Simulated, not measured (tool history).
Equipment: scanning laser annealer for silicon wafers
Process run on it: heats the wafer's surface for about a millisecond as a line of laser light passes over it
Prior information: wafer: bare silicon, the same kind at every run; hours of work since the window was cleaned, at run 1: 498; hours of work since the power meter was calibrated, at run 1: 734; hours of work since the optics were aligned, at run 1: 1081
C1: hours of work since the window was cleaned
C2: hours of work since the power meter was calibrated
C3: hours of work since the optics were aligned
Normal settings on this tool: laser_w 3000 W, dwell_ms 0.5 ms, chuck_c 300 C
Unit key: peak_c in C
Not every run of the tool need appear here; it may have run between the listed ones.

{"run": 1, "hour": 0.0, "laser_w": 3000, "dwell_ms": 0.5, "chuck_c": 300, "C1": 498, "C2": 734, "C3": 1081, "peak_c": 1047}
{"run": 2, "hour": 56.6, "laser_w": 3000, "dwell_ms": 0.5, "chuck_c": 302, "C1": 523, "C2": 759, "C3": 1106, "peak_c": 1055}
{"run": 3, "hour": 130.3, "laser_w": 3000, "dwell_ms": 0.5, "chuck_c": 302, "C1": 557, "C2": 792, "C3": 1139, "peak_c": 1047}
{"run": 4, "hour": 181.4, "laser_w": 3000, "dwell_ms": 0.5, "chuck_c": 302, "C1": 580, "C2": 815, "C3": 1162, "peak_c": 1049}
{"hour": 246.6, "done": "window over the wafer cleaned"}
{"run": 5, "hour": 250.8, "laser_w": 3000, "dwell_ms": 0.5, "chuck_c": 302, "C1": 2, "C2": 845, "C3": 1192, "peak_c": 1068}
{"run": 6, "hour": 297.9, "laser_w": 3000, "dwell_ms": 0.5, "chuck_c": 302, "C1": 23, "C2": 867, "C3": 1214, "peak_c": 1068}
{"run": 7, "hour": 343.5, "laser_w": 3000, "dwell_ms": 0.5, "chuck_c": 302, "C1": 44, "C2": 887, "C3": 1234, "peak_c": 1066}
{"run": 8, "hour": 409.0, "laser_w": 3000, "dwell_ms": 0.5, "chuck_c": 302, "C1": 73, "C2": 917, "C3": 1264, "peak_c": 1066}
{"run": 9, "hour": 443.6, "laser_w": 3000, "dwell_ms": 0.539, "chuck_c": 302, "C1": 89, "C2": 932, "C3": 1279, "peak_c": 1091}
{"run": 10, "hour": 523.5, "laser_w": 3000, "dwell_ms": 0.539, "chuck_c": 302, "C1": 125, "C2": 968, "C3": 1315, "peak_c": 1091}
{"run": 11, "hour": 587.8, "laser_w": 3155, "dwell_ms": 0.5, "chuck_c": 300, "C1": 154, "C2": 997, "C3": 1344, "peak_c": 1114}
{"run": 12, "hour": 623.0, "laser_w": 2763, "dwell_ms": 0.5, "chuck_c": 300, "C1": 169, "C2": 1013, "C3": 1360, "peak_c": 983}
{"run": 13, "hour": 686.5, "laser_w": 2763, "dwell_ms": 0.5, "chuck_c": 300, "C1": 198, "C2": 1042, "C3": 1389, "peak_c": 981}
{"run": 14, "hour": 738.5, "laser_w": 3000, "dwell_ms": 0.432, "chuck_c": 300, "C1": 221, "C2": 1065, "C3": 1412, "peak_c": 1003}
{"run": 15, "hour": 791.4, "laser_w": 3000, "dwell_ms": 0.5, "chuck_c": 300, "C1": 245, "C2": 1089, "C3": 1436, "peak_c": 1055}
{"run": 16, "hour": 868.2, "laser_w": 3000, "dwell_ms": 0.5, "chuck_c": 300, "C1": 280, "C2": 1123, "C3": 1470, "peak_c": 1055}
{"run": 17, "hour": 936.6, "laser_w": 3000, "dwell_ms": 0.5, "chuck_c": 309, "C1": 310, "C2": 1154, "C3": 1501, "peak_c": 1060}
{"run": 18, "hour": 985.5, "laser_w": 3000, "dwell_ms": 0.5, "chuck_c": 309, "C1": 332, "C2": 1176, "C3": 1523, "peak_c": 1058}
{"run": 19, "hour": 1067.0, "laser_w": 3000, "dwell_ms": 0.5, "chuck_c": 274, "C1": 369, "C2": 1213, "C3": 1560, "peak_c": 1023}
{"run": 20, "hour": 1130.8, "laser_w": 3000, "dwell_ms": 0.5, "chuck_c": 274, "C1": 398, "C2": 1241, "C3": 1588, "peak_c": 1022}
{"hour": 1150.7, "done": "optics aligned, line set to its width"}
{"run": 21, "hour": 1208.5, "laser_w": 3000, "dwell_ms": 0.5, "chuck_c": 274, "C1": 431, "C2": 1274, "C3": 26, "peak_c": 1008}
{"run": 22, "hour": 1280.5, "laser_w": 3000, "dwell_ms": 0.5, "chuck_c": 312, "C1": 463, "C2": 1307, "C3": 58, "peak_c": 1042}
{"run": 23, "hour": 1333.6, "laser_w": 3000, "dwell_ms": 0.605, "chuck_c": 322, "C1": 487, "C2": 1330, "C3": 82, "peak_c": 1121}
{"hour": 1369.1, "done": "optics aligned, line set to its width, once more"}
{"run": 24, "hour": 1390.8, "laser_w": 3000, "dwell_ms": 0.605, "chuck_c": 322, "C1": 510, "C2": 1354, "C3": 10, "peak_c": 1168}
{"run": 25, "hour": 1435.1, "laser_w": 3000, "dwell_ms": 0.605, "chuck_c": 322, "C1": 530, "C2": 1374, "C3": 30, "peak_c": 1165}
{"run": 26, "hour": 1479.8, "laser_w": 3000, "dwell_ms": 0.605, "chuck_c": 322, "C1": 550, "C2": 1394, "C3": 50, "peak_c": 1164}
{"run": 27, "hour": 1542.3, "laser_w": 2797, "dwell_ms": 0.605, "chuck_c": 322, "C1": 579, "C2": 1422, "C3": 78, "peak_c": 1094}
{"run": 28, "hour": 1588.9, "laser_w": 2678, "dwell_ms": 0.44, "chuck_c": 292, "C1": 599, "C2": 1443, "C3": 99, "peak_c": 918}
{"hour": 1612.8, "done": "window over the wafer cleaned"}
{"run": 29, "hour": 1645.4, "laser_w": 2678, "dwell_ms": 0.395, "chuck_c": 327, "C1": 15, "C2": 1468, "C3": 123, "peak_c": 936}
{"run": 30, "hour": 1682.6, "laser_w": 2619, "dwell_ms": 0.395, "chuck_c": 327, "C1": 31, "C2": 1484, "C3": 140, "peak_c": 917}
{"run": 31, "hour": 1733.2, "laser_w": 2746, "dwell_ms": 0.5, "chuck_c": 265, "C1": 54, "C2": 1507, "C3": 163, "peak_c": 968}
{"run": 32, "hour": 1795.6, "laser_w": 2667, "dwell_ms": 0.606, "chuck_c": 274, "C1": 82, "C2": 1535, "C3": 191, "peak_c": 1011}
{"run": 33, "hour": 1857.4, "laser_w": 3000, "dwell_ms": 0.5, "chuck_c": 274, "C1": 110, "C2": 1563, "C3": 219, "peak_c": 1060}
{"run": 34, "hour": 1934.2, "laser_w": 3015, "dwell_ms": 0.417, "chuck_c": 300, "C1": 145, "C2": 1598, "C3": 253, "peak_c": 1021}
{"run": 35, "hour": 1986.8, "laser_w": 3015, "dwell_ms": 0.417, "chuck_c": 300, "C1": 168, "C2": 1621, "C3": 277, "peak_c": 1021}
{"run": 36, "hour": 2058.2, "laser_w": 2958, "dwell_ms": 0.417, "chuck_c": 271, "C1": 200, "C2": 1653, "C3": 309, "peak_c": 971}
{"run": 37, "hour": 2093.8, "laser_w": 2958, "dwell_ms": 0.417, "chuck_c": 271, "C1": 216, "C2": 1669, "C3": 325, "peak_c": 971}
{"run": 38, "hour": 2169.6, "laser_w": 2958, "dwell_ms": 0.436, "chuck_c": 266, "C1": 251, "C2": 1704, "C3": 359, "peak_c": 980}
{"run": 39, "hour": 2248.7, "laser_w": 2958, "dwell_ms": 0.415, "chuck_c": 299, "C1": 286, "C2": 1739, "C3": 395, "peak_c": 995}
{"run": 40, "hour": 2313.9, "laser_w": 3234, "dwell_ms": 0.5, "chuck_c": 323, "C1": 315, "C2": 1768, "C3": 424, "peak_c": 1176}
{"run": 41, "hour": 2376.6, "laser_w": 3234, "dwell_ms": 0.5, "chuck_c": 323, "C1": 344, "C2": 1797, "C3": 452, "peak_c": 1175}

Predict each of these 3 candidate next runs independently; none follows another, all start after run 41:
{"run": "A", "hour": 2420.3, "laser_w": 3234, "dwell_ms": 0.42, "chuck_c": 266, "C1": 363, "C2": 1816, "C3": 472, "peak_c": "?"}
{"run": "B", "hour": 2420.3, "laser_w": 3115, "dwell_ms": 0.532, "chuck_c": 300, "C1": 363, "C2": 1816, "C3": 472, "peak_c": "?"}
{"run": "C", "hour": 2420.3, "laser_w": 3100, "dwell_ms": 0.394, "chuck_c": 323, "C1": 363, "C2": 1816, "C3": 472, "peak_c": "?"}

run=A peak_c=1047
run=B peak_c=1135
run=C peak_c=1043
What these runs would have given with no unlogged condition in the tool:
run=A peak_c=1062
run=B peak_c=1151
run=C peak_c=1057
